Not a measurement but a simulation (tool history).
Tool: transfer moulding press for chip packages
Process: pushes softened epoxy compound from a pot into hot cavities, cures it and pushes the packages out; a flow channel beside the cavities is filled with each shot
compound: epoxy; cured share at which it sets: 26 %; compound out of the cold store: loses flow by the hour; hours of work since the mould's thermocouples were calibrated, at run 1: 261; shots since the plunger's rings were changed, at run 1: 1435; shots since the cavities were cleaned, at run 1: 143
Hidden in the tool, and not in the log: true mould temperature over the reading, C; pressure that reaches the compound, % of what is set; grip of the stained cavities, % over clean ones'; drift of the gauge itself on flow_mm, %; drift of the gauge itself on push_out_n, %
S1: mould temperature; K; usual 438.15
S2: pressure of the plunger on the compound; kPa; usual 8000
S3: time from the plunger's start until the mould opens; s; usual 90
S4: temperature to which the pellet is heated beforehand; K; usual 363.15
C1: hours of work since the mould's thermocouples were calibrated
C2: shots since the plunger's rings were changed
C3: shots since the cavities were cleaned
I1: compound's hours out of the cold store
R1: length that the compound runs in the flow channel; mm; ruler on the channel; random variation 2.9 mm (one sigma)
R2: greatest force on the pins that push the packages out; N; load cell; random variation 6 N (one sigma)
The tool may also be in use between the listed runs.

run     day      S1    S2   S3      S4   C1    C2   C3    I1   R1   R2
  1   0.000  438.15  8000   90  363.15  261  1435  143  36.2  603  299
  2   0.742  438.15  8000   90  363.15  269  1590  298  26.8  635  342
  3   1.396  438.15  8000   90  363.15  277  1727  435  34.1  609  356
  4   2.146  438.15  8000   90  363.15  285  1883  591  47.3  565  383
      2.471  -- cavities cleaned with cleaning compound and waxed
  5   2.921  438.15  8000   90  367.15  293  2031   93  20.2  660  293
  6   3.912  438.15  8000   90  367.15  305  2239  301  30.8  620  336
  7   4.625  438.15  8000   90  367.15  313  2387  449  34.4  604  368
  8   5.558  438.15  8000   90  367.15  323  2582  644  21.5  650  414
      5.658  -- cavities cleaned with cleaning compound and waxed
  9   6.242  438.15  8000   90  367.15  330  2711  121  37.4  592  277
 10   7.171  438.15  8000   90  358.15  341  2906  316  18.3  665  372
 11   7.900  438.15  8000   90  358.15  349  3058  468  33.0  611  380
 12   8.575  438.15  8000  112  358.15  357  3199  609  15.7  678  310
      8.846  -- cavities cleaned with cleaning compound and waxed
 13   9.617  438.15  8000   90  360.15  368  3403  161  31.4  612  302
 14  10.433  438.15  8000   73  360.15  377  3573  331  28.7  623  576
 15  10.996  434.15  8000   72  363.15  384  3691  449  30.4  631  810

The next listed run, before its measurement:
     11.538  -- plunger's sealing rings changed
 16  11.538  434.15  8000  72  363.15  389   0  540  15.9   ?   ?

R1: 710 mm
R2: 912 N
Without the tool's hidden state the same run would have given R1 708 mm, R2 530 N.

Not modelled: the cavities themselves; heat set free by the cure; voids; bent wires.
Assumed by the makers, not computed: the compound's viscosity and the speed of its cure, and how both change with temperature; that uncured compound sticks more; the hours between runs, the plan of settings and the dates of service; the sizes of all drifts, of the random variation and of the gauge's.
